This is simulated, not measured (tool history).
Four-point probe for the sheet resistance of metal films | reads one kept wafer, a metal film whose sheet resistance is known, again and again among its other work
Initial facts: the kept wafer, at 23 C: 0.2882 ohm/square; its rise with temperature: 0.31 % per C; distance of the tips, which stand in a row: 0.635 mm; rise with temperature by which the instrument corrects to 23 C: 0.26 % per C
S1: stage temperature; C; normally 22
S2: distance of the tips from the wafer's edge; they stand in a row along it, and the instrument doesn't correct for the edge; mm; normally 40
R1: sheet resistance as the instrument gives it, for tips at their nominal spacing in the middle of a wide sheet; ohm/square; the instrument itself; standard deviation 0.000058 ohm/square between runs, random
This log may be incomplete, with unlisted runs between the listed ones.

run,day,S1,S2,R1
1,0.000,22,40,0.288139
2,0.917,22,40,0.288075
3,1.696,22,12,0.288582
4,2.521,22,12,0.288544
5,3.225,22,40,0.288094
6,4.238,22,40,0.288025
7,5.071,22,40,0.288169
8,6.071,22,40,0.288015
9,6.504,22,62,0.288072
10,7.529,22,40,0.288075
11,8.042,22,40,0.288119
12,8.829,22,40,0.288011
13,9.383,22,40,0.288229
14,10.408,24,40,0.288310
15,11.196,22,32,0.288112
16,11.992,26,6,0.290285
17,12.821,26,6,0.290319
18,13.746,22,4,0.291920
19,14.525,22,4,0.291878
20,15.033,23,27,0.288312
21,15.854,34,29,0.289850
22,16.812,34,14,0.289929

Run 23 is up next; what results do you expect?
23,17.342,19,6,?

R1: 0.289344 ohm/square
Had the tool carried no hidden state, the very same run would have given R1 0.289358 ohm/square.

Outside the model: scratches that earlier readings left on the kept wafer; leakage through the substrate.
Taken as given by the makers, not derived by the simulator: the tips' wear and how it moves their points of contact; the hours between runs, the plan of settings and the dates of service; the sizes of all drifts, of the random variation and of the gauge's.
